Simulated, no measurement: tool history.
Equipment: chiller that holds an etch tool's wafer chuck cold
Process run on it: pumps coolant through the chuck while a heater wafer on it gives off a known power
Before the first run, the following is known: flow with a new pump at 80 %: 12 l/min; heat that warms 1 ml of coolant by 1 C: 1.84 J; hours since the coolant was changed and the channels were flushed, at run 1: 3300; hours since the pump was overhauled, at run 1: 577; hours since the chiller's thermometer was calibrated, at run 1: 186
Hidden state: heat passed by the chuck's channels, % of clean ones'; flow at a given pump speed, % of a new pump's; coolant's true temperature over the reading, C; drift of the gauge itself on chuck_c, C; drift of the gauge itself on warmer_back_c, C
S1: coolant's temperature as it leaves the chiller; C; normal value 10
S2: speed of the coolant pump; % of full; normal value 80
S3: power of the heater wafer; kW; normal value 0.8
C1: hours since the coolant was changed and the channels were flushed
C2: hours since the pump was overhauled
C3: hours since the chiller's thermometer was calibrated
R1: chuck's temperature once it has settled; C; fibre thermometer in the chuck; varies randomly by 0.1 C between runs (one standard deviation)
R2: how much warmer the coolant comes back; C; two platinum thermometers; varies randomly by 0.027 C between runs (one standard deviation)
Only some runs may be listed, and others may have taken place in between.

Run 1, day 0: usual settings; C1 3300; C2 577; C3 186. Result: R1 17.9 C, R2 2.18 C.
Run 2, day 3.958: usual settings; C1 3395; C2 672; C3 281. Result: R1 17.8 C, R2 2.18 C.
Run 3, day 6.412: usual settings; C1 3454; C2 730; C3 340. Result: R1 18.1 C, R2 2.25 C.
Run 4, day 8.142: usual settings but S1 3 C; C1 3495; C2 772; C3 381. Result: R1 11 C, R2 2.23 C.
Run 5, day 11.279: usual settings but S2 71 % of full; C1 3570; C2 847; C3 457. Result: R1 18.4 C, R2 2.58 C.
Run 6, day 14.704: usual settings but S2 71 % of full; C1 3653; C2 929; C3 539. Result: R1 18.6 C, R2 2.64 C.
Run 7, day 16.346: usual settings but S1 11 C, S2 71 % of full; C1 3692; C2 969; C3 578. Result: R1 19.7 C, R2 2.6 C.
Run 8, day 19.567: usual settings but S1 2 C; C1 3769; C2 1046; C3 656. Result: R1 10 C, R2 2.33 C.
Run 9, day 21.875: usual settings but S1 2 C; C1 3825; C2 1102; C3 711. Result: R1 9.8 C, R2 2.33 C.
Run 10, day 25.425: usual settings but S1 2 C; C1 3910; C2 1187; C3 796. Result: R1 9.9 C, R2 2.44 C.
Run 11, day 28.983: usual settings but S1 2 C; C1 3995; C2 1272; C3 882. Result: R1 10 C, R2 2.49 C.
Run 12, day 33.062: usual settings but S1 2 C; C1 4093; C2 1370; C3 979. Result: R1 10.1 C, R2 2.5 C.
Run 13, day 36.654: usual settings but S1 2 C; C1 4179; C2 1456; C3 1066. Result: R1 10 C, R2 2.52 C.
Run 14, day 40.183: usual settings but S1 2 C; C1 4264; C2 1541; C3 1150. Result: R1 10 C, R2 2.55 C.
Run 15, day 43.421: usual settings but S3 0.487 kW; C1 4342; C2 1619; C3 1228. Result: R1 14.7 C, R2 1.71 C.
Run 16, day 46.596: usual settings but S3 0.441 kW; C1 4418; C2 1695; C3 1304. Result: R1 14.3 C, R2 1.7 C.
Run 17, day 48.608: usual settings but S2 64 % of full, S3 0.546 kW; C1 4466; C2 1743; C3 1353. Result: R1 16.2 C, R2 2.3 C.
At day 51.904: gauge calibrated.
Run 18, day 52.079: usual settings but S1 13 C, S2 61 % of full, S3 0.543 kW; C1 4550; C2 1826; C3 1436. Result: R1 19.2 C, R2 1.96 C.
Run 19, day 54.171: usual settings but S1 6 C, S2 74 % of full, S3 0.543 kW; C1 4600; C2 1877; C3 1486. Result: R1 11.6 C, R2 1.62 C.
Run 20, day 56.517: usual settings but S1 20 C, S2 73 % of full, S3 0.701 kW; C1 4656; C2 1933; C3 1542. Result: R1 27.3 C, R2 2.11 C.
Run 21, day 60.125: usual settings but S1 8 C, S2 76 % of full, S3 0.663 kW; C1 4743; C2 2020; C3 1629. Result: R1 14.9 C, R2 1.98 C.
Run 22, day 63.646: usual settings but S1 8 C, S2 76 % of full, S3 0.663 kW; C1 4827; C2 2104; C3 1713. Result: R1 14.8 C, R2 1.96 C.
Run 23, day 65.671: usual settings but S2 76 % of full; C1 4876; C2 2153; C3 1762. Result: R1 18.1 C, R2 2.41 C.
Run 24, day 68.362: usual settings but S1 2 C, S2 64 % of full, S3 1.108 kW; C1 4940; C2 2217; C3 1827. Result: R1 14.7 C, R2 3.93 C.
Run 25, day 72.267: usual settings but S1 15 C, S2 65 % of full; C1 5034; C2 2311; C3 1920. Result: R1 24 C, R2 2.81 C.
Run 26, day 74.517: usual settings but S2 72 % of full, S3 1.161 kW; C1 5088; C2 2365; C3 1974. Result: R1 22.4 C, R2 3.72 C.
Run 27, day 76.892: usual settings but S1 14 C, S3 0.608 kW; C1 5145; C2 2422; C3 2031. Result: R1 19.9 C, R2 1.9 C.
Run 28, day 79.533: usual settings but S2 96 % of full, S3 0.92 kW; C1 5208; C2 2485; C3 2095. Result: R1 18.3 C, R2 2.29 C.
Run 29, day 82.25: usual settings but S2 96 % of full, S3 0.92 kW; C1 5274; C2 2551; C3 2160. Result: R1 18.2 C, R2 2.37 C.
Run 30, day 86.029: usual settings but S2 96 % of full, S3 0.92 kW; C1 5364; C2 2641; C3 2251. Result: R1 18.4 C, R2 2.43 C.
At day 87.008: gauge calibrated.
Run 31, day 89.954: usual settings but S2 60 % of full; C1 5459; C2 2735; C3 2345. Result: R1 19.3 C, R2 2.95 C.
At day 91.383: chiller's thermometer calibrated.
Run 32, day 94.004: usual settings but S1 12 C, S2 100 % of full, S3 0.646 kW; C1 5555; C2 2832; C3 63. Result: R1 17.8 C, R2 1.45 C.

Measured result minus the same run's result without the hidden state. Both carry the same run-to-run variation, though not necessarily the same gauge scatter:
run     R2
  1     +0
  2  +0.04
  3  +0.06
  4  +0.08
  5  +0.11
  6  +0.14
  7  +0.16
  8  +0.19
  9   +0.2
 10  +0.24
 11  +0.27
 12  +0.31
 13  +0.35
 14  +0.38
 15  +0.41
 16  +0.43
 17  +0.46
 18     +0
 19  +0.02
 20  +0.04
 21  +0.08
 22  +0.11
 23  +0.13
 24  +0.16
 25   +0.2
 26  +0.21
 27  +0.24
 28  +0.26
 29  +0.28
 30  +0.32
 31  +0.03
 32  +0.06
R1: differs from the measured result by no more than 0.1 C in any run.

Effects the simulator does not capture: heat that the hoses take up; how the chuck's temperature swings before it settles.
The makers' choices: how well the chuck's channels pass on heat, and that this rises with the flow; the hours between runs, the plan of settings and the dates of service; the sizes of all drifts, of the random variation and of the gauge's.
